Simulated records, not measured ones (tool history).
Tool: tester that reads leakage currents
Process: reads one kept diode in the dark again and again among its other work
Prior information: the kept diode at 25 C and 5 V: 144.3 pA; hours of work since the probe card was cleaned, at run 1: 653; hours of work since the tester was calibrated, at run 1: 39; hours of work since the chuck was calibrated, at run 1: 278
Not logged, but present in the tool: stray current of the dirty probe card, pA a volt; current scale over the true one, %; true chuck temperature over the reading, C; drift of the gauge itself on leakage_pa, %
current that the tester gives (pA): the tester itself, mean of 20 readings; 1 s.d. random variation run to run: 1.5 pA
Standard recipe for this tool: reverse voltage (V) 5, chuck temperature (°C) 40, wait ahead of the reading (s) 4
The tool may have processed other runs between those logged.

run    hour  reverse voltage (V)  chuck temperature (°C)  wait ahead of the reading (s)  hours of work since the probe card was cleaned  hours of work since the tester was calibrated  hours of work since the chuck was calibrated  current that the tester gives (pA)
  1       0                    5                      40                              4                                             653                                             39                                           278                              490.01
  2   249.4                 6.82                      40                              4                                             761                                            147                                           386                              546.55
  3   414.4                 6.82                      40                           1.05                                             832                                            219                                           458                              549.38
  4   670.2                 6.82                      40                           1.05                                             943                                            330                                           569                              541.39
  5     850                 6.82                      40                           1.05                                            1021                                            408                                           647                              535.12
  6  1005.6                 6.82                      40                           1.05                                            1089                                            475                                           714                              530.82
  7  1170.9                 6.82                      40                           1.05                                            1161                                            547                                           786                              531.81
  8  1331.6                    5                      40                              4                                            1230                                            617                                           855                              466.97
  9  1494.3                    5                      40                              4                                            1301                                            687                                           926                              463.71
     1691.2  -- chuck's temperature calibrated
 10  1757.5                    5                      40                              4                                            1414                                            801                                            29                              505.07
 11  1894.8                    5                      51                              4                                            1474                                            860                                            88                             1160.17
     1973.9  -- probe card cleaned and baked
 12  2119.5                    5                      51                              4                                              63                                            956                                           184                             1130.72
 13  2227.8                    5                      40                              4                                             110                                           1003                                           231                              491.17
 14    2436                    5                      40                              4                                             200                                           1093                                           322                              487.72
 15    2584                    5                      23                              4                                             265                                           1158                                           386                              118.51
 16  2791.9                    5                      23                              4                                             355                                           1248                                           476                              117.49
 17  3058.4                    5                      23                              4                                             470                                           1363                                           592                               116.4
 18  3198.8                    5                      23                              4                                             531                                           1424                                           652                              116.71
 19  3377.9                    5                      57                              4                                             609                                           1502                                           730                             1679.52
 20  3581.4                    5                      57                              4                                             697                                           1590                                           818                             1669.22
 21  3800.2                    5                      57                              4                                             792                                           1685                                           913                             1648.91
     4011.5  -- chuck's temperature calibrated
 22  4033.3                19.75                      57                            0.5                                             892                                           1785                                             9                             3027.73
 23  4266.1                    6                      50                           6.55                                             993                                           1886                                           110                             1138.24
 24  4476.8                10.18                      31                            0.6                                            1084                                           1978                                           202                              323.47
 25  4602.1                 2.81                      24                           0.59                                            1139                                           2032                                           256                              106.81
 26  4772.9                 4.28                      60                           1.48                                            1213                                           2106                                           330                             1996.14
 27  4997.7                 1.33                      20                           5.55                                            1310                                           2203                                           428                                54.9
 28  5237.5                 1.93                      37                           2.61                                            1414                                           2307                                           532                              260.03
 29  5360.2                 8.87                      43                           1.12                                            1468                                           2361                                           585                              755.07
     5461.8  -- probe card cleaned and baked
 30    5536                    5                      40                           2.89                                              32                                           2436                                           660                              465.23
 31  5661.3                 5.96                      41                           0.34                                              87                                           2490                                           714                              541.15
 32  5798.1                  3.7                      27                           0.66                                             146                                           2549                                           773                              141.86
 33  6056.5                  3.7                      27                           1.42                                             258                                           2661                                           886                              140.67
 34    6306                    5                      40                            0.3                                             366                                           2770                                           994                              457.18
     6347.1  -- chuck's temperature calibrated
 35  6500.9                    5                      48                           3.96                                             450                                           2853                                            67                              895.87
 36  6667.9                    5                      48                           3.96                                             522                                           2926                                           139                              890.69
 37  6815.5                    5                      48                           3.96                                             586                                           2990                                           203                              885.99
 38  6966.2                 1.36                      56                           0.38                                             652                                           3055                                           268                              958.26
 39    7148                 1.39                      40                           1.48                                             730                                           3134                                           347                              287.72

Predict each of these 4 candidate next runs independently; none follows another, all start after run 39:
  A  7384.2                   18                      28                           1.64                                             833                                           3236                                           450                                   ?
  B  7384.2                    2                      56                           2.42                                             833                                           3236                                           450                                   ?
  C  7384.2                 1.39                      56                           1.48                                             833                                           3236                                           450                                   ?
  D  7384.2                 5.57                      60                           0.56                                             833                                           3236                                           450                                   ?

run  current that the tester gives (pA)
  A                              303.42
  B                             1091.38
  C                               951.3
  D                             2165.33
Take away the tool's hidden state, keep each run's random variation, and the runs would have read:
run  current that the tester gives (pA)
  A                              310.26
  B                              1164.1
  C                                1015
  D                             2305.36
